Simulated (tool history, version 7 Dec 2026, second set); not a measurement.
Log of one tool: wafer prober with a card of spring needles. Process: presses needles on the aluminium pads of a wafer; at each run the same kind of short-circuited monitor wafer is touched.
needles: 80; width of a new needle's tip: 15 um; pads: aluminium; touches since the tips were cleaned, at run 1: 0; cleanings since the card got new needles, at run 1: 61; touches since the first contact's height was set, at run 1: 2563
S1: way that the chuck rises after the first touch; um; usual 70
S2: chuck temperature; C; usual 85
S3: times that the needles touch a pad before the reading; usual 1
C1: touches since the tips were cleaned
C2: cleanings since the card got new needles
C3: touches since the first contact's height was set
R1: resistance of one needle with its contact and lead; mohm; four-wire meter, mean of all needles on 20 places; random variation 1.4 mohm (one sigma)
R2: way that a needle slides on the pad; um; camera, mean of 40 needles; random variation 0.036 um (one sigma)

run,hour,S1,S2,S3,C1,C2,C3,R1,R2
1,0,70,85,1,0,61,2563,129,8.62
# hour 12.4: tips cleaned on abrasive film
# hour 24.9: tips cleaned on abrasive film
2,32.6,70,85,1,2613,63,13584,144,8.59
# hour 35.3: tips cleaned on abrasive film
# hour 47.7: tips cleaned on abrasive film
# hour 60: tips cleaned on abrasive film
# hour 72.6: tips cleaned on abrasive film
3,78.3,70,85,1,1942,67,29011,138,8.5
# hour 83.1: tips cleaned on abrasive film
# hour 95.3: tips cleaned on abrasive film
# hour 105.7: tips cleaned on abrasive film
4,106.1,70,85,1,165,70,38374,131,8.51
# hour 116.3: tips cleaned on abrasive film
# hour 128.7: tips cleaned on abrasive film
# hour 141.2: tips cleaned on abrasive film
5,146.8,70,85,1,1904,73,52100,138,8.44
# hour 151.6: tips cleaned on abrasive film
# hour 164.5: tips cleaned on abrasive film
# hour 177.2: tips cleaned on abrasive film
6,184.3,70,85,1,2416,76,64782,139,8.45
# hour 189.3: tips cleaned on abrasive film
# hour 202.2: tips cleaned on abrasive film
# hour 214.9: tips cleaned on abrasive film
# hour 226.1: tips cleaned on abrasive film
7,226.1,73,85,1,0,80,78866,130,8.81
# hour 231.3: tips cleaned on abrasive film, once more
# hour 244.2: tips cleaned on abrasive film
8,250.4,73,85,1,2114,82,87061,140,8.73
# hour 255.5: tips cleaned on abrasive film
# hour 268.4: tips cleaned on abrasive film
# hour 281.2: tips cleaned on abrasive film
# hour 294: tips cleaned on abrasive film
9,300.6,73,85,1,2229,86,103996,139,8.62
# hour 305.6: tips cleaned on abrasive film
# hour 318.1: tips cleaned on abrasive film
# hour 330.6: tips cleaned on abrasive film
10,340.7,76,30,2,3416,89,117532,128,8.98
# hour 343.3: tips cleaned on abrasive film
# hour 353.6: tips cleaned on abrasive film
# hour 364.1: height of the first contact set anew
# hour 366.8: tips cleaned on abrasive film
# hour 378.1: tips cleaned on abrasive film
11,378.1,70,85,2,0,93,4679,129,8.55
# hour 390.6: tips cleaned on abrasive film
# hour 403.5: tips cleaned on abrasive film
12,410.2,75,27,1,2310,95,15553,131,9.17
# hour 415.4: tips cleaned on abrasive film
# hour 425.8: tips cleaned on abrasive film
# hour 438.2: tips cleaned on abrasive film
# hour 450.4: tips cleaned on abrasive film
13,457.8,70,106,1,2515,99,31603,149,8.47
# hour 463: tips cleaned on abrasive film
# hour 475.9: tips cleaned on abrasive film
# hour 488.7: tips cleaned on abrasive film
14,490.2,70,50,1,512,102,42540,129,8.49
# hour 500.6: tips cleaned on abrasive film
# hour 510.9: tips cleaned on abrasive film
15,516.7,56,63,1,1972,104,51462,149,6.72

Forecast each of these 4 alternatives for the next run:
# hour 521.9: tips cleaned on abrasive film
# hour 532.2: tips cleaned on abrasive film
# hour 544.5: tips cleaned on abrasive film
A,545.2,56,101,2,233,107,61053,?,?
# hour 521.9: tips cleaned on abrasive film
# hour 532.2: tips cleaned on abrasive film
# hour 544.5: tips cleaned on abrasive film
B,545.2,70,54,2,233,107,61053,?,?
# hour 521.9: tips cleaned on abrasive film
# hour 532.2: tips cleaned on abrasive film
# hour 544.5: tips cleaned on abrasive film
C,545.2,70,63,2,233,107,61053,?,?
# hour 521.9: tips cleaned on abrasive film
# hour 532.2: tips cleaned on abrasive film
# hour 544.5: tips cleaned on abrasive film
D,545.2,62,43,1,233,107,61053,?,?

run,R1,R2
A,137,6.71
B,128,8.37
C,127,8.46
D,126,7.35
Without the tool's hidden state the same runs would have given:
run,R1,R2
A,128,6.9
B,122,8.56
C,121,8.65
D,118,7.54

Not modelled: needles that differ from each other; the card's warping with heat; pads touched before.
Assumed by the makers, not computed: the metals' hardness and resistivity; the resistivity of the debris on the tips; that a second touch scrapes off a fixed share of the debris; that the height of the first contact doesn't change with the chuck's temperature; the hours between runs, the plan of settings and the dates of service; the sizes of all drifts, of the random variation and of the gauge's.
